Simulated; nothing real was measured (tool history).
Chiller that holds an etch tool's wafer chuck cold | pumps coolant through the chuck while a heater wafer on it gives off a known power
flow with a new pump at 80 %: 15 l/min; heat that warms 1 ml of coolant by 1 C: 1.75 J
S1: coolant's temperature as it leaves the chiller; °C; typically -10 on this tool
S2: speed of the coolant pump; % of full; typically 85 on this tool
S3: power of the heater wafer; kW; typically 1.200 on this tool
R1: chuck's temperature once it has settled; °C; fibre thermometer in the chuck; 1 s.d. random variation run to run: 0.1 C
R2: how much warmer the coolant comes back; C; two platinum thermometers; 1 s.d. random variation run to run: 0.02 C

run 1 hour=0.0 | S1=-10 S2=85 S3=1.200 | R1=0.8 R2=2.69
run 2 hour=25.0 | S1=-10 S2=85 S3=1.200 | R1=0.8 R2=2.65
run 3 hour=46.7 | S1=-10 S2=85 S3=1.200 | R1=0.9 R2=2.67
run 4 hour=82.2 | S1=-10 S2=85 S3=1.200 | R1=0.8 R2=2.69
run 5 hour=102.0 | S1=-10 S2=85 S3=1.200 | R1=1.1 R2=2.66
run 6 hour=126.6 | S1=-10 S2=85 S3=1.200 | R1=1.2 R2=2.74
run 7 hour=167.6 | S1=-10 S2=85 S3=1.200 | R1=1.2 R2=2.68
run 8 hour=189.8 | S1=-12 S2=85 S3=1.200 | R1=-1.1 R2=2.72
run 9 hour=221.4 | S1=-12 S2=85 S3=0.640 | R1=-6.0 R2=1.44
run 10 hour=249.1 | S1=-12 S2=85 S3=0.640 | R1=-6.1 R2=1.45
run 11 hour=268.6 | S1=-18 S2=72 S3=0.610 | R1=-11.6 R2=1.69
run 12 hour=296.4 | S1=-18 S2=72 S3=0.610 | R1=-11.5 R2=1.70
run 13 hour=322.5 | S1=-19 S2=68 S3=1.340 | R1=-3.6 R2=3.92
run 14 hour=348.0 | S1=-3 S2=69 S3=0.936 | R1=7.6 R2=2.66
run 15 hour=398.4 | S1=-3 S2=96 S3=1.271 | R1=6.9 R2=2.36
run 16 hour=424.9 | S1=-10 S2=93 S3=1.200 | R1=-0.2 R2=2.33

Withheld: 2 entries from between the runs. Position of each, and hidden state at the listed run before versus the listed run after:
After run 5, before run 6: coolant pump overhauled (hour 109.8)
  flow at a given pump speed, % of a new pump's: 96.4 -> 94.5
  measured less the result without the state, R1: +1.4 -> +1.5 °C; R2: +0.09 -> +0.15 C
After run 14, before run 15: coolant pump overhauled, once more (hour 395.7)
  heat passed by the chuck's channels, % of clean ones': 86.8 -> 86.6; flow at a given pump speed, % of a new pump's: 94.1 -> 100.5; coolant's true temperature over the reading, C: -0.15 -> -0.16
  measured less the result without the state, R1: +1.6 -> +1.0 °C; R2: +0.16 -> -0.01 C
